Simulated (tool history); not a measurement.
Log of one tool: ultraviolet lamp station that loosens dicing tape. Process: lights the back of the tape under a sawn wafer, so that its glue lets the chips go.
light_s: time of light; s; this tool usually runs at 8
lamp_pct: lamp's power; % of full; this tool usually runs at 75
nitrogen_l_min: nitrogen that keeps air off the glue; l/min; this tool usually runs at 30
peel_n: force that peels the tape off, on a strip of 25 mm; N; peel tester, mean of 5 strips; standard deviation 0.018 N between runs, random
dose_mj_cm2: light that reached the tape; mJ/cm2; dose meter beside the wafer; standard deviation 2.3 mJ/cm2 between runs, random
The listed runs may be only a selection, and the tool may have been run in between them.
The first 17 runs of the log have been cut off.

run,hour,light_s,lamp_pct,nitrogen_l_min,peel_n,dose_mj_cm2
18,731.9,5,66,30,2.816,82
19,757.7,5,66,30,2.809,85
20,804.4,5,69,56,2.246,86
# hour 838.5: window cleaned of glue's vapour
21,853.7,6,61,27,2.517,105
22,912.2,9,77,13,1.73,197
23,969.6,11,79,17,1.107,238
24,1005.2,6,69,27,2.37,112
25,1029.8,6,69,27,2.441,110
26,1078.3,5,94,12,3.026,121
27,1117.5,8,79,45,1.14,156
28,1157.2,8,79,45,1.189,149
29,1197.1,7,79,42,1.561,134
30,1227.6,4,78,20,3.621,74
31,1266,4,78,20,3.615,72
32,1297.5,6,75,48,1.954,102
33,1334.9,6,68,12,3.48,87
# hour 1359.5: window cleaned of glue's vapour
34,1368,11,75,12,1.692,205
35,1410.7,5,75,58,2.179,90
36,1463.2,10,78,33,1.044,184
37,1523.6,14,78,27,0.682,247
38,1562.3,14,78,27,0.719,239

Forecast each of these 5 alternatives for the next run:
A,1612.9,12,78,34,?,?
B,1612.9,8,78,14,?,?
C,1612.9,8,75,10,?,?
D,1612.9,14,78,25,?,?
E,1612.9,8,82,27,?,?

run,peel_n,dose_mj_cm2
A,0.862,199
B,2.558,137
C,3.048,130
D,0.811,234
E,1.79,140
With no hidden state in the tool, these same runs would have given:
run,peel_n,dose_mj_cm2
A,0.276,329
B,1.398,224
C,1.844,214
D,0.256,386
E,0.793,231
